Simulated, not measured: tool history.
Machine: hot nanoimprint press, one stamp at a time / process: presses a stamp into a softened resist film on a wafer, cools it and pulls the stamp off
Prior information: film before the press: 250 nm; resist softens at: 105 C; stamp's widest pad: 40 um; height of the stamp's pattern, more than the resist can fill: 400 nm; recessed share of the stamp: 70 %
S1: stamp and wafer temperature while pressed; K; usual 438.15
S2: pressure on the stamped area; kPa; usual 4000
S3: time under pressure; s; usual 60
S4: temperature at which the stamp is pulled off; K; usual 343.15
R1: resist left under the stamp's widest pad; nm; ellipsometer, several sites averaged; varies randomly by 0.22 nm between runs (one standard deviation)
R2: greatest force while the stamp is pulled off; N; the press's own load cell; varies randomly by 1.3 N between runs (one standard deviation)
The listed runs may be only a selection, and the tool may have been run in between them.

run	hour	S1	S2	S3	S4	R1	R2
1	0	438.15	4000	60	343.15	113.2	193
2	40.5	438.15	4000	60	343.15	113.2	194
3	85.5	438.15	4000	60	343.15	113.5	194
# hour 100.1: plate thermocouple calibrated
4	135.8	438.15	4000	60	340.15	113.7	212
5	156.4	438.15	4000	60	340.15	113.4	209
6	186	438.15	4000	49	340.15	122.9	211
7	210.1	438.15	4000	49	340.15	122.4	212
8	242.8	438.15	4000	49	340.15	122.7	210
# hour 284.9: stamp cleaned and given a new release coat
9	284.9	438.15	4000	60	343.15	113.6	194
10	317.8	438.15	4000	60	343.15	114	194
11	345.5	438.15	4000	60	343.15	113.9	196
12	390.7	438.15	2960	60	343.15	130.1	197
13	421.7	431.15	4000	60	343.15	162.7	191
14	460.1	431.15	4000	60	343.15	162.8	195
15	483.3	438.15	4000	60	343.15	113.8	194
16	519.4	438.15	4000	60	343.15	114	195
17	549.3	438.15	4000	60	343.15	114.7	192

What will run 18 give?
18	592.7	430.15	4000	68	335.15	?	?

R1: 164.3 nm
R2: 236 N
With the hidden condition absent and the run-to-run variation left alone, this run would have shown R1 162.9 nm, R2 236 N.
